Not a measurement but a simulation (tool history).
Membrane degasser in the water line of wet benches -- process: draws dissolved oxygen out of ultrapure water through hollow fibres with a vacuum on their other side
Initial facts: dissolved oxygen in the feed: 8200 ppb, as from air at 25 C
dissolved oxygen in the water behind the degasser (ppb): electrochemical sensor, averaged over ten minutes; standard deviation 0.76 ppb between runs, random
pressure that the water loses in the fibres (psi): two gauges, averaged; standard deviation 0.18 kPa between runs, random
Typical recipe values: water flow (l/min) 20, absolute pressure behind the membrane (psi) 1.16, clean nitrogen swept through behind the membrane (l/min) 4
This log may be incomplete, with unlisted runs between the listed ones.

run    hour  water flow (l/min)  absolute pressure behind the membrane (psi)  clean nitrogen swept through behind the membrane (l/min)  dissolved oxygen in the water behind the degasser (ppb)  pressure that the water loses in the fibres (psi)
  1       0                  20                                         1.16                                                         4                                                       72                                               5.05
  2   157.6                  20                                         1.16                                                         4                                                     72.5                                              5.089
  3   318.3                  20                                         1.16                                                         4                                                     73.2                                              5.113
  4     434                  20                                         1.16                                                      2.01                                                    126.3                                              5.084
  5   513.8                  20                                         1.16                                                      2.01                                                    129.1                                              5.078
  6   594.9                  20                                        0.924                                                         4                                                     52.5                                                5.1
  7   690.7                  21                                         1.16                                                         4                                                       81                                              5.359
  8   831.5                  20                                         1.16                                                      1.61                                                    157.1                                              5.088
  9   910.5                  20                                         1.16                                                      1.61                                                    154.4                                              5.082
 10    1072                  20                                         1.16                                                      1.61                                                    152.7                                              5.108
 11  1237.4                  20                                         1.16                                                      1.61                                                    156.7                                              5.104
 12  1415.3                  17                                         1.16                                                         4                                                     57.2                                              4.377
 13  1491.6                  17                                         1.16                                                         4                                                     56.9                                              4.406
 14  1570.4                  17                                         1.16                                                         4                                                     58.1                                              4.353
 15  1716.3                  20                                         1.16                                                      3.93                                                     76.5                                              5.129
 16  1809.1                  13                                        0.895                                                      3.93                                                     27.1                                              3.356
 17  1959.3                  13                                        0.895                                                      3.93                                                     26.9                                              3.308
 18  2074.5                  24                                        0.761                                                      3.44                                                       72                                              6.193
 19    2180                  24                                         1.13                                                      3.99                                                    103.5                                              6.161
 20  2344.7                  24                                         1.13                                                      3.99                                                    103.1                                              6.137
 21  2444.4                  16                                        0.886                                                     11.62                                                     14.2                                              4.063
 22  2588.2                  29                                         1.16                                                         4                                                    163.9                                              7.481
 23  2740.9                  20                                         1.16                                                      9.49                                                     39.6                                              5.124
 24  2859.9                  20                                        0.785                                                      2.97                                                     53.1                                              5.117
 25  2962.7                  31                                        2.557                                                      2.97                                                    441.7                                              8.008
 26  3114.7                  31                                        2.557                                                      2.97                                                    454.2                                              8.026
 27  3292.8                  15                                         1.16                                                      2.46                                                     78.2                                              3.891

Predict each of these 5 candidate next runs independently; none follows another, all start after run 27:
  A  3384.4                  14                                        2.196                                                      4.83                                                        ?                                                  ?
  B  3384.4                  13                                        0.976                                                     11.29                                                        ?                                                  ?
  C  3384.4                  20                                         2.73                                                      2.16                                                        ?                                                  ?
  D  3384.4                  15                                         1.16                                                      8.08                                                        ?                                                  ?
  E  3384.4                  17                                        0.831                                                      3.28                                                        ?                                                  ?

run  dissolved oxygen in the water behind the degasser (ppb)  pressure that the water loses in the fibres (psi)
  A                                                       90                                              3.598
  B                                                     11.6                                              3.359
  C                                                    351.9                                              5.133
  D                                                     26.2                                              3.868
  E                                                     41.1                                              4.424
Take away the tool's hidden state, keep each run's random variation, and the runs would have read:
run  dissolved oxygen in the water behind the degasser (ppb)  pressure that the water loses in the fibres (psi)
  A                                                     86.6                                               3.52
  B                                                     10.4                                              3.285
  C                                                    341.9                                              5.021
  D                                                     24.2                                              3.784
  E                                                     36.1                                              4.328
